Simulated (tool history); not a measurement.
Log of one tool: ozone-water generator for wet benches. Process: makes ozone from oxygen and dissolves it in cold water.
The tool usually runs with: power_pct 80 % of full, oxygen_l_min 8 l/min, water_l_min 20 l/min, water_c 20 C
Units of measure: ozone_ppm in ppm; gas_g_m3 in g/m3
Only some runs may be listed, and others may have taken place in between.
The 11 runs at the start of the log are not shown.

| run | hour | power_pct | oxygen_l_min | water_l_min | water_c | hours of work since the electrodes were changed | hours of work since the contactor was cleaned | hours of work since the thermometer was calibrated | ozone_ppm | gas_g_m3 |
|---|---|---|---|---|---|---|---|---|---|---|
| 12 | 372.9 | 80 | 8 | 20 | 20 | 1463 | 2283 | 3170 | 30.2 | 236.1 |
| 13 | 419.7 | 80 | 8 | 20 | 20 | 1498 | 2318 | 3206 | 30.1 | 233.5 |
| 14 | 458.8 | 83 | 8 | 20 | 20 | 1528 | 2348 | 3236 | 31.3 | 239.7 |
| 15 | 504.6 | 83 | 8 | 20 | 20 | 1563 | 2383 | 3270 | 31 | 238.5 |
| 16 | 540.5 | 80 | 6.09 | 20 | 20 | 1590 | 2410 | 3298 | 29.3 | 256.9 |
| 17 | 565.2 | 80 | 6.09 | 20 | 20 | 1609 | 2429 | 3317 | 29.4 | 255.6 |
| 18 | 602 | 73 | 13.84 | 20 | 19 | 1637 | 2457 | 3345 | 30.1 | 186.1 |
|  | 616.4 | gauge calibrated |
| 19 | 629.4 | 73 | 13.84 | 20 | 19 | 1658 | 2478 | 3366 | 30.6 | 183.6 |
| 20 | 672.3 | 69 | 4.95 | 30 | 13 | 1691 | 2511 | 3398 | 19.3 | 245.1 |
| 21 | 712.1 | 69 | 4.95 | 30 | 13 | 1721 | 2541 | 3429 | 19.5 | 246.5 |
| 22 | 738.2 | 80 | 8 | 14 | 27 | 1741 | 2561 | 3448 | 32.6 | 229.1 |
| 23 | 768.9 | 42 | 6.07 | 13 | 17 | 1764 | 2584 | 3472 | 28.9 | 175.9 |
| 24 | 812.3 | 79 | 8 | 20 | 14 | 1798 | 2617 | 3505 | 33.3 | 228.7 |
| 25 | 833.3 | 98 | 8 | 23 | 16 | 1813 | 2633 | 3521 | 33.1 | 257 |
| 26 | 873.6 | 98 | 8 | 23 | 16 | 1844 | 2664 | 3552 | 32.9 | 262.2 |
| 27 | 920.8 | 61 | 4.54 | 15 | 13 | 1880 | 2700 | 3588 | 32.7 | 238.9 |
| 28 | 954.9 | 80 | 12.79 | 28 | 24 | 1906 | 2726 | 3614 | 22.8 | 201.1 |
| 29 | 987.5 | 80 | 7.5 | 28 | 24 | 1931 | 2751 | 3638 | 21.8 | 239.1 |
| 30 | 1020.9 | 66 | 8.64 | 20 | 18 | 1956 | 2776 | 3664 | 28.8 | 205 |
| 31 | 1062.4 | 66 | 11.25 | 20 | 15 | 1988 | 2808 | 3695 | 31 | 187.1 |
| 32 | 1110.4 | 87 | 8 | 20 | 21 | 2025 | 2844 | 3732 | 31.3 | 246.2 |
| 33 | 1138.7 | 94 | 4.29 | 20 | 21 | 2046 | 2866 | 3754 | 29.7 | 315.3 |
| 34 | 1163.5 | 94 | 4.29 | 20 | 21 | 2065 | 2885 | 3772 | 29.3 | 314.4 |

3 ways to go on from here, each from the tool as it stands after run 34. What would each give?
| A | 1206.4 | 94 | 4.29 | 20 | 13 | 2098 | 2918 | 3805 | ? | ? |
| B | 1206.4 | 97 | 8 | 20 | 15 | 2098 | 2918 | 3805 | ? | ? |
| C | 1206.4 | 94 | 4.29 | 21 | 21 | 2098 | 2918 | 3805 | ? | ? |

| run | ozone_ppm | gas_g_m3 |
|---|---|---|
| A | 32.3 | 317.3 |
| B | 37 | 262.3 |
| C | 28.1 | 312.9 |
With no hidden state in the tool, these same runs would have given:
| run | ozone_ppm | gas_g_m3 |
|---|---|---|
| A | 32.4 | 309.6 |
| B | 37.1 | 255.9 |
| C | 28.1 | 305.2 |

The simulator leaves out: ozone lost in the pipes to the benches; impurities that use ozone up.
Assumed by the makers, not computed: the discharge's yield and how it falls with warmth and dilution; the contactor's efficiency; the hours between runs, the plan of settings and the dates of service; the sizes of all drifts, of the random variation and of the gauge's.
